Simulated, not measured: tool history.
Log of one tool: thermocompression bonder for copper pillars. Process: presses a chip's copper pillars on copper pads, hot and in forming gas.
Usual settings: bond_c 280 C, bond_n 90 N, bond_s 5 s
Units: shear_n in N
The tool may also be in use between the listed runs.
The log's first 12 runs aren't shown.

run	hour	bond_c	bond_n	bond_s	hours of work since the heater was calibrated	hours of work since the force cell was calibrated	hours of work since the gas filter was changed	shear_n
13	144.3	280	90	3	1027	485	119	32.9
14	160.2	280	76	3	1036	494	129	29.8
# hour 163.3: heater calibrated with a thermocouple chip
15	175.8	280	90	5	7	502	137	39.1
16	186.8	280	90	5	14	509	144	37.8
17	203.8	280	90	5	24	519	154	39.4
18	211.1	280	112	5	28	523	158	44.7
# hour 221.1: forming gas filter changed
19	221.1	280	112	5	34	529	0	47.1
20	228.8	280	102	5	39	534	5	43.3
# hour 234.5: heater calibrated with a thermocouple chip, once more
21	240.5	280	86	7	4	539	10	49.0
22	251.9	301	66	11	10	546	17	57.0
23	267.8	297	90	10	20	556	27	62.0
24	280.5	297	120	7	27	563	34	64.9
25	297.5	287	90	5	37	573	44	48.1
26	314.0	293	89	8	47	583	54	57.2
27	323.4	280	90	4	53	589	60	40.9
28	339.3	280	90	3	62	598	69	36.7
29	355.1	280	90	3	72	607	78	37.5
30	365.8	280	56	5	78	614	85	31.7
31	379.3	280	85	13	86	622	93	56.6
32	396.0	295	103	13	96	632	103	66.8
33	405.4	293	103	3	102	637	108	46.6
34	415.1	293	103	3	107	643	114	45.6
35	431.9	293	86	9	117	653	124	55.5
36	447.7	251	86	5	127	662	133	28.7

5 ways to go on from here, each from the tool as it stands after run 36. What would each give?
A	459.9	251	86	10	134	670	141	?
B	459.9	283	92	5	134	670	141	?
C	459.9	309	112	7	134	670	141	?
D	459.9	251	65	5	134	670	141	?
E	459.9	280	74	5	134	670	141	?

run	shear_n
A	36.7
B	45.5
C	66.0
D	23.4
E	38.2
Without the tool's hidden state the same runs would have given:
run	shear_n
A	38.0
B	47.2
C	68.6
D	24.2
E	39.6
